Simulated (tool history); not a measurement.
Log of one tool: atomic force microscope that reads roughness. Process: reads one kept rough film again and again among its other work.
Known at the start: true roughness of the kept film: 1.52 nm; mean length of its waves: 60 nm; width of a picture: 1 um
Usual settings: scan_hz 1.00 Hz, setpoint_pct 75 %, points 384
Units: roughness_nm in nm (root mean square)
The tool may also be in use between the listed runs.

| run | hour | scan_hz | setpoint_pct | points | roughness_nm |
|---|---|---|---|---|---|
| 1 | 0.0 | 1.00 | 75 | 384 | 1.358 |
| 2 | 12.6 | 1.00 | 75 | 384 | 1.361 |
| 3 | 21.9 | 1.00 | 75 | 551 | 1.357 |
|  | 31.5 | new tip fitted |
| 4 | 33.5 | 1.00 | 75 | 551 | 1.363 |
| 5 | 44.8 | 1.00 | 75 | 469 | 1.366 |
| 6 | 53.9 | 1.00 | 75 | 760 | 1.373 |
| 7 | 69.9 | 1.00 | 56 | 760 | 1.447 |
| 8 | 87.4 | 1.00 | 75 | 384 | 1.358 |
| 9 | 104.6 | 1.00 | 75 | 384 | 1.359 |
| 10 | 113.3 | 1.00 | 75 | 384 | 1.354 |
|  | 122.8 | new tip fitted |
| 11 | 127.1 | 1.00 | 75 | 384 | 1.374 |
| 12 | 137.2 | 1.00 | 64 | 384 | 1.420 |
| 13 | 149.3 | 1.00 | 64 | 384 | 1.414 |
| 14 | 167.1 | 1.00 | 64 | 384 | 1.416 |
| 15 | 183.3 | 1.24 | 63 | 337 | 1.407 |
| 16 | 197.8 | 2.19 | 89 | 593 | 1.078 |
| 17 | 209.7 | 1.25 | 75 | 455 | 1.334 |
|  | 214.8 | new tip fitted |
| 18 | 221.2 | 1.05 | 68 | 281 | 1.388 |
| 19 | 237.2 | 0.83 | 55 | 758 | 1.461 |
| 20 | 251.4 | 0.83 | 55 | 758 | 1.444 |
| 21 | 268.6 | 1.00 | 63 | 594 | 1.422 |
| 22 | 286.7 | 1.00 | 63 | 594 | 1.421 |
| 23 | 297.1 | 0.95 | 75 | 384 | 1.358 |
|  | 307.2 | new tip fitted |
| 24 | 313.5 | 0.95 | 75 | 384 | 1.365 |
| 25 | 324.5 | 0.95 | 75 | 384 | 1.363 |
| 26 | 333.8 | 1.10 | 59 | 393 | 1.417 |
| 27 | 347.5 | 1.77 | 59 | 393 | 1.398 |

5 ways to go on from here, each from the tool as it stands after run 27. What would each give?
| A | 365.5 | 1.01 | 76 | 979 | ? |
| B | 365.5 | 1.89 | 89 | 384 | ? |
| C | 365.5 | 0.61 | 82 | 393 | ? |
| D | 365.5 | 1.52 | 58 | 399 | ? |
| E | 365.5 | 1.12 | 68 | 272 | ? |

| run | roughness_nm |
|---|---|
| A | 1.350 |
| B | 1.114 |
| C | 1.365 |
| D | 1.410 |
| E | 1.384 |
Without the tool's hidden state the same runs would have given:
| run | roughness_nm |
|---|---|
| A | 1.372 |
| B | 1.132 |
| C | 1.387 |
| D | 1.433 |
| E | 1.407 |
